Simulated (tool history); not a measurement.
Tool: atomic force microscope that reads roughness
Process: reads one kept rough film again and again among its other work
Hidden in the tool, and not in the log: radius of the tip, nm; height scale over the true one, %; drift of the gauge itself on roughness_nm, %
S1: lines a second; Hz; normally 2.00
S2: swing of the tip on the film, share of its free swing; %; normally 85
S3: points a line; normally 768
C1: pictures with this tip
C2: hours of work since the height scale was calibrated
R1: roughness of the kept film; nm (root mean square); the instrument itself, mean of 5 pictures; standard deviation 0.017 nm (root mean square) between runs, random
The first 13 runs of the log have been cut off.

| run | hour | S1 | S2 | S3 | C1 | C2 | R1 |
|---|---|---|---|---|---|---|---|
| 14 | 112.4 | 2.00 | 85 | 343 | 194 | 507 | 3.641 |
| 15 | 125.4 | 2.00 | 85 | 343 | 210 | 517 | 3.593 |
| 16 | 134.2 | 2.00 | 85 | 343 | 220 | 524 | 3.569 |
| 17 | 143.5 | 3.56 | 85 | 768 | 231 | 531 | 3.310 |
| 18 | 154.4 | 3.56 | 85 | 768 | 244 | 540 | 3.278 |
| 19 | 167.1 | 3.56 | 85 | 768 | 259 | 550 | 3.238 |
| 20 | 173.8 | 0.71 | 83 | 280 | 267 | 555 | 3.724 |
| 21 | 184.0 | 0.71 | 83 | 280 | 279 | 563 | 3.707 |
| 22 | 191.4 | 0.71 | 83 | 280 | 287 | 568 | 3.679 |

Forecast run 23:
| 23 | 202.1 | 1.37 | 70 | 579 | 300 | 577 | ? |

Run 23 yielded R1 3.657 nm (root mean square).
Had the tool carried no hidden state, the very same run would have given R1 4.541 nm (root mean square).
